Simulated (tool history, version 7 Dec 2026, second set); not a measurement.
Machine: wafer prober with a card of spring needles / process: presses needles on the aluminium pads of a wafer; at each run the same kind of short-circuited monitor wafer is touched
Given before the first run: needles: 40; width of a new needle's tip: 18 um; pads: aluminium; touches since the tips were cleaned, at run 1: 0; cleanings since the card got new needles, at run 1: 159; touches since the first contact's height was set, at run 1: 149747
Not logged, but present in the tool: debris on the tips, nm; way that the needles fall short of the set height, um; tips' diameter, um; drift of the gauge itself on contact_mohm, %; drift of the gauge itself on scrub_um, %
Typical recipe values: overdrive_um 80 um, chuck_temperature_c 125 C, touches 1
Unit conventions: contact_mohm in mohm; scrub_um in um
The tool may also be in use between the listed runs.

run	hour	overdrive_um	chuck_temperature_c	touches	touches since the tips were cleaned	cleanings since the card got new needles	touches since the first contact's height was set	contact_mohm	scrub_um
1	0.0	80	125	1	0	159	149747	171	15.43
# hour 9.9: tips cleaned on abrasive film
# hour 22.2: tips cleaned on abrasive film
# hour 34.3: tips cleaned on abrasive film
# hour 46.6: tips cleaned on abrasive film
2	50.7	80	125	1	1450	163	167657	168	15.26
# hour 58.1: tips cleaned on abrasive film
# hour 63.1: height of the first contact set anew
# hour 70.5: tips cleaned on abrasive film
3	76.1	80	63	1	1972	165	4586	161	15.45
# hour 81.1: tips cleaned on abrasive film
# hour 93.4: tips cleaned on abrasive film
# hour 105.6: tips cleaned on abrasive film
4	113.6	80	95	1	2858	168	17833	166	15.62
# hour 116.1: tips cleaned on abrasive film
# hour 128.2: tips cleaned on abrasive film
# hour 140.3: tips cleaned on abrasive film
# hour 150.2: tips cleaned on abrasive film
5	151.8	80	125	1	569	172	31294	170	15.53
# hour 161.7: tips cleaned on abrasive film
# hour 173.7: tips cleaned on abrasive film
6	182.4	80	125	1	3092	174	42115	170	15.40
# hour 184.9: tips cleaned on abrasive film
# hour 197.3: tips cleaned on abrasive film
# hour 209.4: tips cleaned on abrasive film
7	213.0	80	125	1	1293	177	52931	170	15.45
# hour 220.5: tips cleaned on abrasive film
# hour 230.4: tips cleaned on abrasive film
# hour 242.7: tips cleaned on abrasive film
# hour 255.0: tips cleaned on abrasive film
# hour 265.7: tips cleaned on abrasive film
8	265.7	80	125	2	0	182	71489	169	15.44
# hour 278.0: tips cleaned on abrasive film
# hour 290.0: tips cleaned on abrasive film
# hour 302.0: card fitted with new needles
9	306.3	80	125	1	1511	0	1511	169	15.39
# hour 313.7: tips cleaned on abrasive film
# hour 323.6: tips cleaned on abrasive film
10	328.0	80	125	1	1561	2	9171	167	15.29
# hour 335.4: tips cleaned on abrasive film
# hour 347.4: tips cleaned on abrasive film
11	351.5	80	125	1	1429	4	17468	169	15.34
# hour 358.7: tips cleaned on abrasive film
# hour 370.8: tips cleaned on abrasive film
# hour 383.2: tips cleaned on abrasive film
# hour 395.5: tips cleaned on abrasive film
12	403.3	80	125	1	2778	8	35782	170	15.27
# hour 405.8: tips cleaned on abrasive film
# hour 418.0: tips cleaned on abrasive film
# hour 430.3: tips cleaned on abrasive film
13	437.8	80	125	1	2681	11	47971	170	15.26

The next listed run, before its measurement:
# hour 440.3: tips cleaned on abrasive film
# hour 450.2: tips cleaned on abrasive film
# hour 462.6: tips cleaned on abrasive film
# hour 474.9: tips cleaned on abrasive film
14	479.2	89	125	1	1544	15	62580	?	?

contact_mohm: 169 mohm
scrub_um: 17.06 um
Were there no unlogged condition in the tool, this run, its random variation unchanged, would have produced contact_mohm 168 mohm, scrub_um 17.26 um.
